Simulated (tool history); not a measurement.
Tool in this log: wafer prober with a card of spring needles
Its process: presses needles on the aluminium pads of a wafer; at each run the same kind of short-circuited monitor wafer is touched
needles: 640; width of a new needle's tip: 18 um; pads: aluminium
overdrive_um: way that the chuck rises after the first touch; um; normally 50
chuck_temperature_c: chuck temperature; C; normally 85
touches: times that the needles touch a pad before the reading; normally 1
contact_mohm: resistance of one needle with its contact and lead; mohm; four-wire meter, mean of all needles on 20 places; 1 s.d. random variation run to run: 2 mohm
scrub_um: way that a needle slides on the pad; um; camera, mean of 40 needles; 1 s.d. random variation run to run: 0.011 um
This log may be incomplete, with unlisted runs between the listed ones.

{"run": 1, "hour": 0.0, "overdrive_um": 50, "chuck_temperature_c": 85, "touches": 1, "contact_mohm": 221, "scrub_um": 7.76}
{"run": 2, "hour": 8.0, "overdrive_um": 50, "chuck_temperature_c": 85, "touches": 1, "contact_mohm": 319, "scrub_um": 7.78}
{"hour": 9.2, "done": "tips cleaned on abrasive film"}
{"hour": 18.5, "done": "tips cleaned on abrasive film"}
{"run": 3, "hour": 20.8, "overdrive_um": 50, "chuck_temperature_c": 40, "touches": 1, "contact_mohm": 276, "scrub_um": 7.75}
{"hour": 28.4, "done": "tips cleaned on abrasive film"}
{"run": 4, "hour": 33.9, "overdrive_um": 50, "chuck_temperature_c": 40, "touches": 1, "contact_mohm": 311, "scrub_um": 7.71}
{"hour": 37.7, "done": "tips cleaned on abrasive film"}
{"run": 5, "hour": 40.4, "overdrive_um": 50, "chuck_temperature_c": 40, "touches": 1, "contact_mohm": 278, "scrub_um": 7.71}
{"hour": 47.2, "done": "tips cleaned on abrasive film"}
{"run": 6, "hour": 47.2, "overdrive_um": 50, "chuck_temperature_c": 40, "touches": 1, "contact_mohm": 213, "scrub_um": 7.69}
{"hour": 56.4, "done": "tips cleaned on abrasive film"}
{"run": 7, "hour": 56.5, "overdrive_um": 50, "chuck_temperature_c": 61, "touches": 1, "contact_mohm": 224, "scrub_um": 7.7}
{"hour": 65.7, "done": "tips cleaned on abrasive film"}
{"hour": 69.2, "done": "height of the first contact set anew"}
{"run": 8, "hour": 69.2, "overdrive_um": 50, "chuck_temperature_c": 61, "touches": 1, "contact_mohm": 298, "scrub_um": 7.67}
{"hour": 75.2, "done": "tips cleaned on abrasive film"}
{"run": 9, "hour": 81.0, "overdrive_um": 50, "chuck_temperature_c": 61, "touches": 1, "contact_mohm": 310, "scrub_um": 7.66}
{"hour": 84.3, "done": "tips cleaned on abrasive film"}
{"run": 10, "hour": 91.7, "overdrive_um": 50, "chuck_temperature_c": 61, "touches": 1, "contact_mohm": 330, "scrub_um": 7.63}
{"hour": 93.6, "done": "tips cleaned on abrasive film"}
{"hour": 100.0, "done": "height of the first contact set anew, once more"}
{"run": 11, "hour": 102.0, "overdrive_um": 50, "chuck_temperature_c": 85, "touches": 1, "contact_mohm": 323, "scrub_um": 7.85}
{"hour": 102.9, "done": "tips cleaned on abrasive film"}
{"run": 12, "hour": 109.6, "overdrive_um": 50, "chuck_temperature_c": 85, "touches": 1, "contact_mohm": 319, "scrub_um": 7.85}
{"hour": 112.4, "done": "tips cleaned on abrasive film"}
{"hour": 121.5, "done": "tips cleaned on abrasive film"}
{"run": 13, "hour": 121.5, "overdrive_um": 50, "chuck_temperature_c": 85, "touches": 3, "contact_mohm": 221, "scrub_um": 7.82}
{"hour": 131.2, "done": "tips cleaned on abrasive film"}
{"run": 14, "hour": 134.4, "overdrive_um": 50, "chuck_temperature_c": 115, "touches": 1, "contact_mohm": 293, "scrub_um": 7.81}
{"hour": 140.4, "done": "tips cleaned on abrasive film"}
{"run": 15, "hour": 146.2, "overdrive_um": 50, "chuck_temperature_c": 115, "touches": 1, "contact_mohm": 319, "scrub_um": 7.8}
{"hour": 149.3, "done": "tips cleaned on abrasive film"}
{"run": 16, "hour": 154.0, "overdrive_um": 50, "chuck_temperature_c": 115, "touches": 1, "contact_mohm": 311, "scrub_um": 7.78}
{"hour": 158.5, "done": "tips cleaned on abrasive film"}
{"run": 17, "hour": 161.2, "overdrive_um": 40, "chuck_temperature_c": 88, "touches": 3, "contact_mohm": 262, "scrub_um": 6.2}
{"hour": 167.8, "done": "tips cleaned on abrasive film"}
{"run": 18, "hour": 173.0, "overdrive_um": 40, "chuck_temperature_c": 88, "touches": 3, "contact_mohm": 277, "scrub_um": 6.19}
{"hour": 176.8, "done": "tips cleaned on abrasive film"}
{"run": 19, "hour": 178.9, "overdrive_um": 50, "chuck_temperature_c": 81, "touches": 1, "contact_mohm": 282, "scrub_um": 7.72}
{"hour": 186.7, "done": "tips cleaned on abrasive film"}
{"run": 20, "hour": 191.5, "overdrive_um": 50, "chuck_temperature_c": 81, "touches": 1, "contact_mohm": 314, "scrub_um": 7.72}
{"hour": 195.7, "done": "tips cleaned on abrasive film"}
{"run": 21, "hour": 202.2, "overdrive_um": 69, "chuck_temperature_c": 42, "touches": 2, "contact_mohm": 239, "scrub_um": 10.74}
{"hour": 205.5, "done": "tips cleaned on abrasive film"}
{"run": 22, "hour": 213.7, "overdrive_um": 36, "chuck_temperature_c": 35, "touches": 1, "contact_mohm": 441, "scrub_um": 5.51}
{"hour": 214.4, "done": "tips cleaned on abrasive film"}
{"hour": 219.7, "done": "height of the first contact set anew"}
{"run": 23, "hour": 223.2, "overdrive_um": 54, "chuck_temperature_c": 47, "touches": 1, "contact_mohm": 308, "scrub_um": 8.47}
{"hour": 224.5, "done": "tips cleaned on abrasive film"}
{"hour": 233.6, "done": "tips cleaned on abrasive film"}
{"run": 24, "hour": 235.4, "overdrive_um": 54, "chuck_temperature_c": 47, "touches": 1, "contact_mohm": 262, "scrub_um": 8.45}
{"run": 25, "hour": 241.6, "overdrive_um": 41, "chuck_temperature_c": 42, "touches": 1, "contact_mohm": 381, "scrub_um": 6.42}
{"hour": 243.2, "done": "tips cleaned on abrasive film"}
{"run": 26, "hour": 248.5, "overdrive_um": 41, "chuck_temperature_c": 42, "touches": 1, "contact_mohm": 364, "scrub_um": 6.41}
{"hour": 253.0, "done": "tips cleaned on abrasive film"}
{"run": 27, "hour": 254.8, "overdrive_um": 41, "chuck_temperature_c": 42, "touches": 1, "contact_mohm": 298, "scrub_um": 6.38}

Consider 3 possible next runs. They are alternatives, not a sequence: every one starts from the tool as it was left by run 27. What does each give?
{"hour": 262.9, "done": "tips cleaned on abrasive film"}
{"run": "A", "hour": 265.4, "overdrive_um": 59, "chuck_temperature_c": 27, "touches": 3, "contact_mohm": "?", "scrub_um": "?"}
{"hour": 262.9, "done": "tips cleaned on abrasive film"}
{"run": "B", "hour": 265.4, "overdrive_um": 41, "chuck_temperature_c": 54, "touches": 2, "contact_mohm": "?", "scrub_um": "?"}
{"hour": 262.9, "done": "tips cleaned on abrasive film"}
{"run": "C", "hour": 265.4, "overdrive_um": 50, "chuck_temperature_c": 102, "touches": 1, "contact_mohm": "?", "scrub_um": "?"}

run=A contact_mohm=219 scrub_um=9.20
run=B contact_mohm=274 scrub_um=6.38
run=C contact_mohm=288 scrub_um=7.80
The same runs, with their run-to-run variation unchanged, on a tool lacking any hidden condition would have given:
run=A contact_mohm=198 scrub_um=9.26
run=B contact_mohm=213 scrub_um=6.44
run=C contact_mohm=221 scrub_um=7.86
